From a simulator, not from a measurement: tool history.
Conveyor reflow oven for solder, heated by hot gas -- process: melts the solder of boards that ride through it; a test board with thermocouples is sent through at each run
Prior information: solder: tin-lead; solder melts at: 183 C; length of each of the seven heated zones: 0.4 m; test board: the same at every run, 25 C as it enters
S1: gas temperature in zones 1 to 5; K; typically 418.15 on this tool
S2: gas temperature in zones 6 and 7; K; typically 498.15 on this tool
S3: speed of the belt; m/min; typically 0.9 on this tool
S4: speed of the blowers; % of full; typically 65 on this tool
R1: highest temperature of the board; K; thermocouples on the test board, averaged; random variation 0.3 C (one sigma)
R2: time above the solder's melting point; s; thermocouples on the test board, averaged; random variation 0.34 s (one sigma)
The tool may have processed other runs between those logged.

run,hour,S1,S2,S3,S4,R1,R2
1,0,418.15,498.15,0.9,65,481.55,35.6
2,31.5,418.15,498.15,0.9,65,482.25,35.9
3,59.1,418.15,501.15,0.9,65,483.85,37.8
4,82.8,418.15,501.15,0.9,90,488.45,40.1
5,115.1,418.15,498.15,0.9,65,481.85,35.4
6,128.1,418.15,498.15,0.9,50,478.25,31.7
7,160.3,418.15,498.15,0.9,50,477.85,32.4
8,179.5,418.15,498.15,0.9,50,478.25,32.4
9,197.8,418.15,498.15,0.9,50,478.25,31.5
10,224.9,418.15,498.15,0.9,50,477.55,32
11,243.4,418.15,498.15,0.9,65,481.15,35.4
12,258.4,418.15,498.15,0.9,65,481.15,35.4
13,278.5,418.15,493.15,0.9,65,476.75,32.3
14,297.3,418.15,493.15,0.9,65,476.95,31.3
15,316,418.15,493.15,0.9,65,476.35,31.8
16,332.9,418.15,498.15,0.9,65,480.75,35.4
17,346.7,418.15,498.15,0.9,65,480.15,34.5
18,364.3,427.15,496.15,0.9,65,480.95,38
# hour 390.1: flux residue cleaned out of gas plates and filters
19,401.6,427.15,496.15,0.9,65,482.75,39.6
20,417.3,422.15,498.15,0.773,64,487.15,48.4
21,443.3,422.15,498.15,0.773,64,487.35,49.2
22,459.6,424.15,506.15,0.938,76,491.15,41.7
23,489.2,424.15,506.15,0.938,76,490.95,41.7
24,504.9,421.15,491.15,0.97,65,474.55,28.9
25,519,418.15,498.15,0.9,69,482.75,37.4
26,543.8,432.15,498.15,0.9,69,485.65,43.4
27,558.2,418.15,498.15,0.827,65,484.45,42.5
28,584.5,418.15,498.15,0.801,65,485.35,44.7
29,616.5,418.15,495.15,1.015,69,476.05,27.8
30,648.7,420.15,495.15,1.015,52,472.55,24.6
31,663.2,420.15,495.15,1.015,52,472.65,24.1

Below are 3 alternative next runs, each starting from the tool's condition after run 31. Predict each:
A,683.9,431.15,498.15,0.9,73,?,?
B,683.9,420.15,495.15,1.015,56,?,?
C,683.9,412.15,496.15,0.815,65,?,?

run,R1,R2
A,485.85,43.5
B,473.55,25.4
C,481.65,37.9
With the hidden condition removed and each run's random variation left untouched, the same runs would have given:
run,R1,R2
A,485.55,43.2
B,473.55,25.4
C,481.35,37.7

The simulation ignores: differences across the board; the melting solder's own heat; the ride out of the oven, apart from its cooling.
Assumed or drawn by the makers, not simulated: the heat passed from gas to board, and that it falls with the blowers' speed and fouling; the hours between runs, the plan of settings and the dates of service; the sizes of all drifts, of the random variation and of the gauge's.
